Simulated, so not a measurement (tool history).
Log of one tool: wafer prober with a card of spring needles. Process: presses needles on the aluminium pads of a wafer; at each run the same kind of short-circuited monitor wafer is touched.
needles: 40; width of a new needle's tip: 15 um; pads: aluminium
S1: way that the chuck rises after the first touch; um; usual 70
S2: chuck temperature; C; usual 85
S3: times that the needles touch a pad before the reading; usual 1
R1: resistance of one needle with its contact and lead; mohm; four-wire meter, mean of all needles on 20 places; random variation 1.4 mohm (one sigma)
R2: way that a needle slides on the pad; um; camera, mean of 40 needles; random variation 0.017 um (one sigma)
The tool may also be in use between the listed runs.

{"run": 1, "day": 0.0, "S1": 70, "S2": 85, "S3": 1, "R1": 123, "R2": 16.61}
{"day": 0.221, "done": "tips cleaned on abrasive film"}
{"run": 2, "day": 0.429, "S1": 70, "S2": 85, "S3": 1, "R1": 128, "R2": 16.57}
{"day": 0.792, "done": "tips cleaned on abrasive film"}
{"run": 3, "day": 0.858, "S1": 70, "S2": 85, "S3": 1, "R1": 124, "R2": 16.64}
{"day": 1.346, "done": "tips cleaned on abrasive film"}
{"run": 4, "day": 1.408, "S1": 70, "S2": 85, "S3": 1, "R1": 126, "R2": 16.59}
{"day": 1.917, "done": "tips cleaned on abrasive film"}
{"run": 5, "day": 1.917, "S1": 62, "S2": 85, "S3": 1, "R1": 126, "R2": 14.73}
{"day": 2.496, "done": "tips cleaned on abrasive film"}
{"run": 6, "day": 2.504, "S1": 70, "S2": 120, "S3": 1, "R1": 130, "R2": 16.63}
{"day": 3.104, "done": "tips cleaned on abrasive film"}
{"run": 7, "day": 3.162, "S1": 81, "S2": 120, "S3": 1, "R1": 129, "R2": 19.27}
{"day": 3.692, "done": "tips cleaned on abrasive film"}
{"run": 8, "day": 3.721, "S1": 81, "S2": 120, "S3": 1, "R1": 128, "R2": 19.26}
{"run": 9, "day": 4.096, "S1": 81, "S2": 120, "S3": 1, "R1": 129, "R2": 19.25}
{"day": 4.258, "done": "tips cleaned on abrasive film"}
{"run": 10, "day": 4.375, "S1": 76, "S2": 29, "S3": 2, "R1": 115, "R2": 18.1}
{"run": 11, "day": 4.658, "S1": 69, "S2": 33, "S3": 1, "R1": 118, "R2": 16.44}
{"day": 4.85, "done": "tips cleaned on abrasive film"}
{"run": 12, "day": 5.271, "S1": 69, "S2": 33, "S3": 1, "R1": 119, "R2": 16.46}
{"day": 5.417, "done": "tips cleaned on abrasive film"}
{"run": 13, "day": 5.962, "S1": 70, "S2": 28, "S3": 1, "R1": 116, "R2": 16.68}
{"day": 6.004, "done": "tips cleaned on abrasive film"}
{"run": 14, "day": 6.254, "S1": 51, "S2": 71, "S3": 1, "R1": 128, "R2": 12.16}
{"day": 6.571, "done": "tips cleaned on abrasive film"}
{"run": 15, "day": 6.7, "S1": 80, "S2": 94, "S3": 2, "R1": 127, "R2": 19.07}
{"day": 7.133, "done": "tips cleaned on abrasive film"}
{"run": 16, "day": 7.375, "S1": 84, "S2": 31, "S3": 1, "R1": 115, "R2": 20.05}
{"day": 7.696, "done": "tips cleaned on abrasive film"}
{"run": 17, "day": 7.767, "S1": 81, "S2": 58, "S3": 1, "R1": 123, "R2": 19.35}

The same runs without the tool's hidden state, with the same run-to-run variation:
The hidden state here: debris on the tips, nm; way that the needles fall short of the set height, um; tips' diameter, um; drift of the gauge itself on contact_mohm, %; drift of the gauge itself on scrub_um, %.
run=1 R2=16.61
run=2 R2=16.57
run=3 R2=16.62
run=4 R2=16.57
run=5 R2=14.71
run=6 R2=16.59
run=7 R2=19.21
run=8 R2=19.20
run=9 R2=19.18
run=10 R2=18.03
run=11 R2=16.37
run=12 R2=16.38
run=13 R2=16.60
run=14 R2=12.10
run=15 R2=18.96
run=16 R2=19.92
run=17 R2=19.22
R1: within 1 mohm of the measured result in every run.
